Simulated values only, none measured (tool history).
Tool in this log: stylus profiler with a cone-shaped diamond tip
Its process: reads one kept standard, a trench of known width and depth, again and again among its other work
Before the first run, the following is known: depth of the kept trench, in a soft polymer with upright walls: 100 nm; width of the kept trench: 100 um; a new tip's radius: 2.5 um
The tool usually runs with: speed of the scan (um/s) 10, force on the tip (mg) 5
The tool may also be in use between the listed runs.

run	hour	speed of the scan (um/s)	force on the tip (mg)	depth of the trench (nm)	width of the trench's floor (µm)
1	0	10	5	101.09	98.34
2	55.4	10	5	101.12	98.35
3	113	10	5	101.14	98.28
4	150.5	10	5	101.16	98.28
5	204.8	10	5	101.13	98.33
6	241	10	5	101.18	98.33
7	312.2	17	11.86	102	98.35
8	352.4	17	11.86	101.97	98.35
9	415.6	17	11.86	101.95	98.29
10	461.9	3	14.92	102.28	98.33
11	528.9	3	14.92	102.29	98.37

Each row is a separate what-if for the run after 11, all from the same tool condition, not one after another. Results?
A	579.7	3	3.88	?	?
B	579.7	8	5	?	?
C	579.7	35	14.92	?	?
D	579.7	4	14.92	?	?

run	depth of the trench (nm)	width of the trench's floor (µm)
A	101.14	98.37
B	101.29	98.31
C	102.32	98.25
D	102.31	98.35
Without the tool's hidden state the same runs would have given:
run	depth of the trench (nm)	width of the trench's floor (µm)
A	100.86	98.65
B	101.02	98.58
C	102.03	98.53
D	102.03	98.63

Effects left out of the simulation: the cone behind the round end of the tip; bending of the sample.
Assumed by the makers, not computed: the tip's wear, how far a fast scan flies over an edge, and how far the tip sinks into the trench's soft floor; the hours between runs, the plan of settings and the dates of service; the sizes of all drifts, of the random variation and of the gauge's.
